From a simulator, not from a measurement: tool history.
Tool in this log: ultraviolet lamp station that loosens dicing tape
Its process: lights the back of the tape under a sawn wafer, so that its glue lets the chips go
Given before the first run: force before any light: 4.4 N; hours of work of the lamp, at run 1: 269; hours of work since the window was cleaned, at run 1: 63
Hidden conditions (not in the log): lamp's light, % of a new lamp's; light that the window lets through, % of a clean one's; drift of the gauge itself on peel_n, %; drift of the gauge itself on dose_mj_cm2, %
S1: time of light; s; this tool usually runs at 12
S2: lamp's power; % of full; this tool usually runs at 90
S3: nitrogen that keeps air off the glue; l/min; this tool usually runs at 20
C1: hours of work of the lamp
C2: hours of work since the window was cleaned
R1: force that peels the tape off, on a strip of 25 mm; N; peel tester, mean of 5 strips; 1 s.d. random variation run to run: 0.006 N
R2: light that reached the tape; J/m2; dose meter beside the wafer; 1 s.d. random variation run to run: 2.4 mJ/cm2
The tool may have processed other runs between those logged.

run 1 hour=0.0 | S1=12 S2=90 S3=20 | C1=269 C2=63 | R1=0.190 R2=2440
run 2 hour=25.5 | S1=12 S2=91 S3=20 | C1=289 C2=82 | R1=0.187 R2=2460
run 3 hour=57.0 | S1=12 S2=90 S3=20 | C1=314 C2=107 | R1=0.203 R2=2370
run 4 hour=88.5 | S1=12 S2=90 S3=20 | C1=338 C2=131 | R1=0.209 R2=2320
run 5 hour=105.8 | S1=12 S2=90 S3=20 | C1=352 C2=145 | R1=0.203 R2=2360
run 6 hour=137.8 | S1=12 S2=90 S3=20 | C1=376 C2=170 | R1=0.209 R2=2290
run 7 hour=154.0 | S1=12 S2=90 S3=20 | C1=389 C2=182 | R1=0.213 R2=2240
run 8 hour=176.6 | S1=12 S2=90 S3=20 | C1=407 C2=200 | R1=0.231 R2=2200
run 9 hour=193.2 | S1=12 S2=90 S3=20 | C1=420 C2=213 | R1=0.214 R2=2170
run 10 hour=210.0 | S1=12 S2=80 S3=20 | C1=433 C2=226 | R1=0.277 R2=1950
run 11 hour=243.6 | S1=12 S2=99 S3=20 | C1=459 C2=252 | R1=0.201 R2=2380
run 12 hour=259.7 | S1=12 S2=90 S3=24 | C1=471 C2=265 | R1=0.226 R2=2130
run 13 hour=274.8 | S1=12 S2=90 S3=24 | C1=483 C2=276 | R1=0.229 R2=2090
run 14 hour=292.8 | S1=12 S2=77 S3=20 | C1=497 C2=290 | R1=0.324 R2=1770
run 15 hour=317.4 | S1=12 S2=90 S3=20 | C1=516 C2=310 | R1=0.247 R2=2080
-- hour=339.7 window cleaned of glue's vapour
run 16 hour=344.7 | S1=12 S2=90 S3=20 | C1=537 C2=4 | R1=0.276 R2=1940
run 17 hour=376.5 | S1=12 S2=90 S3=20 | C1=562 C2=29 | R1=0.289 R2=1880
run 18 hour=404.1 | S1=20 S2=90 S3=20 | C1=583 C2=50 | R1=0.142 R2=3100
run 19 hour=436.8 | S1=20 S2=70 S3=20 | C1=609 C2=76 | R1=0.180 R2=2410
run 20 hour=469.0 | S1=22 S2=95 S3=20 | C1=634 C2=101 | R1=0.130 R2=3510
run 21 hour=500.3 | S1=9 S2=64 S3=20 | C1=658 C2=125 | R1=0.983 R2=930
run 22 hour=524.2 | S1=9 S2=64 S3=20 | C1=677 C2=144 | R1=1.006 R2=890
-- hour=541.6 window cleaned of glue's vapour, once more
run 23 hour=551.6 | S1=23 S2=93 S3=20 | C1=698 C2=8 | R1=0.123 R2=4330
run 24 hour=580.3 | S1=7 S2=64 S3=20 | C1=720 C2=30 | R1=1.074 R2=880
run 25 hour=611.5 | S1=7 S2=64 S3=20 | C1=744 C2=54 | R1=1.076 R2=870
run 26 hour=629.4 | S1=8 S2=70 S3=20 | C1=758 C2=68 | R1=0.789 R2=1080
run 27 hour=643.5 | S1=8 S2=70 S3=20 | C1=769 C2=79 | R1=0.796 R2=1040
run 28 hour=668.9 | S1=12 S2=96 S3=20 | C1=789 C2=99 | R1=0.221 R2=2240
run 29 hour=689.4 | S1=12 S2=96 S3=16 | C1=805 C2=115 | R1=0.265 R2=2120
run 30 hour=707.1 | S1=12 S2=82 S3=6 | C1=819 C2=129 | R1=0.652 R2=1850
run 31 hour=728.2 | S1=18 S2=66 S3=13 | C1=835 C2=145 | R1=0.296 R2=2170
run 32 hour=744.4 | S1=21 S2=95 S3=20 | C1=848 C2=158 | R1=0.128 R2=3620
run 33 hour=777.0 | S1=13 S2=88 S3=20 | C1=873 C2=183 | R1=0.261 R2=2000
run 34 hour=796.9 | S1=7 S2=75 S3=20 | C1=888 C2=199 | R1=1.038 R2=910
run 35 hour=823.3 | S1=7 S2=72 S3=38 | C1=909 C2=219 | R1=0.891 R2=880
run 36 hour=855.8 | S1=14 S2=90 S3=22 | C1=934 C2=244 | R1=0.228 R2=2150
run 37 hour=877.1 | S1=14 S2=90 S3=22 | C1=951 C2=261 | R1=0.221 R2=2150

Had the tool no unlogged condition, and each run kept its random variation, what would the results have been?
run=1 R1=0.164 R2=2720
run=2 R1=0.159 R2=2760
run=3 R1=0.168 R2=2710
run=4 R1=0.167 R2=2720
run=5 R1=0.160 R2=2780
run=6 R1=0.160 R2=2750
run=7 R1=0.159 R2=2720
run=8 R1=0.174 R2=2700
run=9 R1=0.156 R2=2700
run=10 R1=0.188 R2=2440
run=11 R1=0.147 R2=3040
run=12 R1=0.160 R2=2750
run=13 R1=0.156 R2=2730
run=14 R1=0.192 R2=2320
run=15 R1=0.154 R2=2770
run=16 R1=0.158 R2=2740
run=17 R1=0.159 R2=2700
run=18 R1=0.122 R2=4530
run=19 R1=0.117 R2=3590
run=20 R1=0.119 R2=5330
run=21 R1=0.482 R2=1450
run=22 R1=0.487 R2=1420
run=23 R1=0.120 R2=5390
run=24 R1=0.762 R2=1120
run=25 R1=0.745 R2=1130
run=26 R1=0.507 R2=1400
run=27 R1=0.505 R2=1380
run=28 R1=0.147 R2=2960
run=29 R1=0.165 R2=2870
run=30 R1=0.373 R2=2510
run=31 R1=0.178 R2=3000
run=32 R1=0.120 R2=5030
run=33 R1=0.154 R2=2850
run=34 R1=0.589 R2=1320
run=35 R1=0.473 R2=1280
run=36 R1=0.143 R2=3190
run=37 R1=0.128 R2=3230

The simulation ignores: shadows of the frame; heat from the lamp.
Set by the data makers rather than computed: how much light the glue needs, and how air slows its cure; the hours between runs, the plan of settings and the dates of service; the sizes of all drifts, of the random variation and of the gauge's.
